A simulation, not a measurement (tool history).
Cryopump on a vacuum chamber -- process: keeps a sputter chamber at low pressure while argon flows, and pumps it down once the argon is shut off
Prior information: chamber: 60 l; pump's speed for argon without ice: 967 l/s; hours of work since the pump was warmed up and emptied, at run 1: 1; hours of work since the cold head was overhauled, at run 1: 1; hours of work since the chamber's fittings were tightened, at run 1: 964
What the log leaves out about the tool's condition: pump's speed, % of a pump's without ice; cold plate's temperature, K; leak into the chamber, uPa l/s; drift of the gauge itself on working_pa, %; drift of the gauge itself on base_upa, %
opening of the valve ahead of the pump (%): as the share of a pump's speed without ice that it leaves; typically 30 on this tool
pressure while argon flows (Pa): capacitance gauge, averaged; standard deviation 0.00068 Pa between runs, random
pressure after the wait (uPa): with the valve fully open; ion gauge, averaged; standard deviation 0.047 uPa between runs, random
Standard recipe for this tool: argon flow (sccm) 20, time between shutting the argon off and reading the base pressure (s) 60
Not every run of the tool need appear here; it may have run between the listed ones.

run     day  argon flow (sccm)  time between shutting the argon off and reading the base pressure (s)  opening of the valve ahead of the pump (%)  hours of work since the pump was warmed up and emptied  hours of work since the cold head was overhauled  hours of work since the chamber's fittings were tightened  pressure while argon flows (Pa)  pressure after the wait (uPa)
  1   0.000                 20                                                                     60                                          30                                                       1                                                 1                                                        964                           0.1159                           3.74
  2   1.162                 20                                                                    235                                          30                                                      25                                                25                                                        988                           0.1181                           1.98
  3   2.221                 20                                                                     60                                          30                                                      47                                                47                                                       1010                           0.1178                           3.86
  4   3.729                 20                                                                     60                                          30                                                      78                                                78                                                       1041                           0.1191                           3.98
  5   4.950                 20                                                                     60                                          30                                                     104                                               104                                                       1066                           0.1199                           4.09
  6   6.083                 20                                                                     60                                          53                                                     127                                               127                                                       1090                           0.0692                           4.00
  7   7.125                 20                                                                     60                                          30                                                     149                                               149                                                       1111                           0.1214                           4.06
  8   8.554                 20                                                                     60                                          30                                                     178                                               178                                                       1141                           0.1224                           4.07
  9   9.362                 20                                                                     60                                          30                                                     195                                               195                                                       1157                           0.1242                           4.18
 10  10.617                 20                                                                     60                                          30                                                     221                                               221                                                       1183                           0.1247                           4.33
 11  11.746                 37                                                                    109                                          44                                                     244                                               244                                                       1207                           0.1627                           3.23
 12  12.692                 37                                                                     34                                          17                                                     263                                               263                                                       1226                           0.3993                           6.40
 13  13.496                 12                                                                     60                                          56                                                     280                                               280                                                       1243                           0.0432                           4.42
 14  14.812                 20                                                                    231                                          41                                                     307                                               307                                                       1270                           0.0980                           2.67
     16.233  -- pump warmed up, emptied and cooled again
 15  16.354                 20                                                                    231                                          41                                                       2                                               335                                                       1297                           0.0865                           2.20
 16  17.725                 14                                                                     50                                          30                                                      31                                               363                                                       1326                           0.0823                           4.70
 17  19.104                 11                                                                    121                                          30                                                      59                                               392                                                       1354                           0.0648                           2.91
 18  20.633                 32                                                                     43                                          23                                                      91                                               423                                                       1386                           0.2485                           5.29
 19  22.021                 32                                                                     43                                          23                                                     120                                               452                                                       1414                           0.2492                           5.41

Here are 3 independent what-if runs from the current tool condition. What would each one return?
  A  22.800                 13                                                                     48                                          30                                                     136                                               468                                                       1431                                ?                              ?
  B  22.800                 13                                                                     25                                          27                                                     136                                               468                                                       1431                                ?                              ?
  C  22.800                 31                                                                     52                                          33                                                     136                                               468                                                       1431                                ?                              ?

run  pressure while argon flows (Pa)  pressure after the wait (uPa)
  A                           0.0780                           5.06
  B                           0.0866                           7.85
  C                           0.1700                           4.86
With no hidden state in the tool, these same runs would have given:
run  pressure while argon flows (Pa)  pressure after the wait (uPa)
  A                           0.0752                           3.49
  B                           0.0837                           6.30
  C                           0.1632                           3.28
